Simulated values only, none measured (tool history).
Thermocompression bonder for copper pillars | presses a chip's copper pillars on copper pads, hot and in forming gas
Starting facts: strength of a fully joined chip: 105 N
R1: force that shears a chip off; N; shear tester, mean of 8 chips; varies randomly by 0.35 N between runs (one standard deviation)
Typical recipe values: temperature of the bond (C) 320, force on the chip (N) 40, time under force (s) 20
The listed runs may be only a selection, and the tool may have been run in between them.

run 1 hour=0.0 | temperature_of_the_bond_(C)=320 force_on_the_chip_(N)=40 time_under_force_(s)=20 | R1=50.7
run 2 hour=8.3 | temperature_of_the_bond_(C)=320 force_on_the_chip_(N)=40 time_under_force_(s)=20 | R1=50.8
run 3 hour=18.1 | temperature_of_the_bond_(C)=320 force_on_the_chip_(N)=40 time_under_force_(s)=20 | R1=51.0
run 4 hour=28.1 | temperature_of_the_bond_(C)=320 force_on_the_chip_(N)=40 time_under_force_(s)=20 | R1=50.6
run 5 hour=36.5 | temperature_of_the_bond_(C)=320 force_on_the_chip_(N)=40 time_under_force_(s)=20 | R1=49.9
run 6 hour=45.5 | temperature_of_the_bond_(C)=320 force_on_the_chip_(N)=40 time_under_force_(s)=20 | R1=50.5
run 7 hour=57.6 | temperature_of_the_bond_(C)=322 force_on_the_chip_(N)=40 time_under_force_(s)=20 | R1=50.8
run 8 hour=68.8 | temperature_of_the_bond_(C)=320 force_on_the_chip_(N)=40 time_under_force_(s)=20 | R1=50.9
run 9 hour=85.2 | temperature_of_the_bond_(C)=320 force_on_the_chip_(N)=40 time_under_force_(s)=20 | R1=49.9
run 10 hour=98.9 | temperature_of_the_bond_(C)=342 force_on_the_chip_(N)=40 time_under_force_(s)=20 | R1=58.0
run 11 hour=106.9 | temperature_of_the_bond_(C)=342 force_on_the_chip_(N)=40 time_under_force_(s)=20 | R1=57.9
run 12 hour=117.5 | temperature_of_the_bond_(C)=339 force_on_the_chip_(N)=41 time_under_force_(s)=20 | R1=58.3
run 13 hour=132.7 | temperature_of_the_bond_(C)=339 force_on_the_chip_(N)=41 time_under_force_(s)=20 | R1=57.3
-- hour=143.2 forming gas filter changed
run 14 hour=145.7 | temperature_of_the_bond_(C)=339 force_on_the_chip_(N)=41 time_under_force_(s)=20 | R1=58.7
run 15 hour=157.8 | temperature_of_the_bond_(C)=339 force_on_the_chip_(N)=41 time_under_force_(s)=20 | R1=59.5
run 16 hour=166.8 | temperature_of_the_bond_(C)=320 force_on_the_chip_(N)=40 time_under_force_(s)=42 | R1=65.2
run 17 hour=181.0 | temperature_of_the_bond_(C)=320 force_on_the_chip_(N)=58 time_under_force_(s)=25 | R1=67.0
run 18 hour=191.5 | temperature_of_the_bond_(C)=320 force_on_the_chip_(N)=58 time_under_force_(s)=25 | R1=67.2
run 19 hour=201.1 | temperature_of_the_bond_(C)=298 force_on_the_chip_(N)=30 time_under_force_(s)=16 | R1=32.3
run 20 hour=217.7 | temperature_of_the_bond_(C)=294 force_on_the_chip_(N)=42 time_under_force_(s)=20 | R1=43.2
run 21 hour=228.7 | temperature_of_the_bond_(C)=320 force_on_the_chip_(N)=43 time_under_force_(s)=26 | R1=58.2
run 22 hour=245.3 | temperature_of_the_bond_(C)=327 force_on_the_chip_(N)=52 time_under_force_(s)=18 | R1=59.7

Consider 3 possible next runs. They are alternatives, not a sequence: every one starts from the tool as it was left by run 22. What does each give?
run A hour=260.3 | temperature_of_the_bond_(C)=320 force_on_the_chip_(N)=43 time_under_force_(s)=20 | R1=?
run B hour=260.3 | temperature_of_the_bond_(C)=296 force_on_the_chip_(N)=37 time_under_force_(s)=53 | R1=?
run C hour=260.3 | temperature_of_the_bond_(C)=320 force_on_the_chip_(N)=26 time_under_force_(s)=52 | R1=?

run=A R1=52.8
run=B R1=56.8
run=C R1=54.7
With the hidden condition removed and each run's random variation left untouched, the same runs would have given:
run=A R1=52.8
run=B R1=56.8
run=C R1=54.7
